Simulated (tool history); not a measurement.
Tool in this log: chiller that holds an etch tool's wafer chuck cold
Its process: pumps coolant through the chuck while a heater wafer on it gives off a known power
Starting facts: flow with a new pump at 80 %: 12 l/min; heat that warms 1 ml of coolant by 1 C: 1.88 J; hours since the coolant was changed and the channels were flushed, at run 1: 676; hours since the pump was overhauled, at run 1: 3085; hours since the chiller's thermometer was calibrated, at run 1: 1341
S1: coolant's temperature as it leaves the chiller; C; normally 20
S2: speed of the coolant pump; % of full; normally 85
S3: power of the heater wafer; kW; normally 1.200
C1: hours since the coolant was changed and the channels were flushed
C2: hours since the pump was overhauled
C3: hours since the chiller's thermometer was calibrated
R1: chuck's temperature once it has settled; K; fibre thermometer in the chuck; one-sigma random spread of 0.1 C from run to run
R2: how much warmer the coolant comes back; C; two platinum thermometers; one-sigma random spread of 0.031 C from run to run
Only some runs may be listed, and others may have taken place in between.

Run 1, hour 0.0: usual settings; C1 676; C2 3085; C3 1341. Result: R1 305.15 K, R2 3.00 C.
Run 2, hour 109.2: usual settings but S1 28 C; C1 785; C2 3194; C3 1451. Result: R1 313.25 K, R2 3.01 C.
Run 3, hour 165.0: usual settings but S1 28 C; C1 841; C2 3250; C3 1506. Result: R1 313.25 K, R2 2.99 C.
Run 4, hour 249.5: usual settings but S1 28 C; C1 926; C2 3334; C3 1591. Result: R1 313.15 K, R2 2.99 C.
Run 5, hour 313.4: usual settings but S1 28 C; C1 990; C2 3398; C3 1655. Result: R1 313.35 K, R2 2.98 C.
Run 6, hour 372.8: usual settings but S1 28 C; C1 1049; C2 3458; C3 1714. Result: R1 313.15 K, R2 2.98 C.
Run 7, hour 428.5: usual settings but S1 28 C; C1 1105; C2 3513; C3 1770. Result: R1 313.05 K, R2 2.93 C.
Run 8, hour 486.2: usual settings but S1 14 C, S2 65 % of full; C1 1162; C2 3571; C3 1828. Result: R1 302.55 K, R2 3.97 C.
Run 9, hour 543.5: usual settings but S1 14 C, S2 65 % of full, S3 1.530 kW; C1 1220; C2 3628; C3 1885. Result: R1 306.65 K, R2 5.05 C.
Run 10, hour 606.0: usual settings but S1 18 C, S2 65 % of full, S3 1.530 kW; C1 1282; C2 3691; C3 1947. Result: R1 310.55 K, R2 5.10 C.
Run 11, hour 728.3: usual settings but S1 18 C, S2 73 % of full, S3 1.588 kW; C1 1404; C2 3813; C3 2070. Result: R1 309.25 K, R2 4.58 C.
Run 12, hour 786.0: usual settings but S1 16 C, S2 60 % of full; C1 1462; C2 3871; C3 2127. Result: R1 305.55 K, R2 4.26 C.
At hour 814.0: chiller's thermometer calibrated.
Run 13, hour 856.1: usual settings but S1 13 C, S2 91 % of full; C1 1531; C2 3940; C3 42. Result: R1 297.75 K, R2 2.69 C.

How the hidden state differs across the entries between the runs, from the last listed run before each to the first after it:
After run 12, before run 13: chiller's thermometer calibrated (hour 814.0)
  drift of the gauge itself on warmer_back_c, C: -0.08 -> -0.09
  measured value less the no-hidden-state value, R2: -0.08 -> -0.09 C
